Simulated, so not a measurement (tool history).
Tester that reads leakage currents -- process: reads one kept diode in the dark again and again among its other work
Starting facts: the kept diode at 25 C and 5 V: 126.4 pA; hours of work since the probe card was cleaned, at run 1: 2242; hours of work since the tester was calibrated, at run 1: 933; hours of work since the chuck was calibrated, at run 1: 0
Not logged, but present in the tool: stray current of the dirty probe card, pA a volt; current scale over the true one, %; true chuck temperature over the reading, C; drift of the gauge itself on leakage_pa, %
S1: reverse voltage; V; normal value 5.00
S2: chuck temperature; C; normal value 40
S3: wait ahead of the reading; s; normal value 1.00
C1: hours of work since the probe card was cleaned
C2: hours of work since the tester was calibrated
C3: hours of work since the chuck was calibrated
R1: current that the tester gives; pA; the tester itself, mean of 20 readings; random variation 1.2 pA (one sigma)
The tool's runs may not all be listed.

run    hour     S1  S2    S3    C1    C2    C3      R1
  1     0.0   5.00  40  1.00  2242   933     0  410.70
  2   159.4   5.00  40  1.00  2357  1048   115  417.04
  3   276.3   5.00  40  1.23  2441  1132   199  421.01
  4   451.9   3.46  40  1.00  2567  1258   325  369.30
      549.2  -- probe card cleaned and baked
  5   619.0   3.46  40  1.00    50  1376   443  367.42
  6   729.3   3.46  40  1.00   129  1455   522  369.20
  7   899.4   3.46  40  1.00   252  1577   644  378.49
  8  1099.2   3.73  23  0.74   395  1721   788  107.27
  9  1252.2  17.10  35  0.74   505  1831   897  476.08
 10  1472.4   3.05  40  1.00   663  1989  1056  375.28
 11  1642.8   3.05  40  1.00   786  2111  1178  379.72
 12  1841.9   8.40  32  7.06   929  2254  1321  309.33

What will run 13 give?
 13  2056.0  1.20  45  2.94  1083  2408  1475   ?

{"run 13": {"R1": 401.73}}
The same run, on a tool lacking any hidden state, would have yielded R1 348.41 pA.
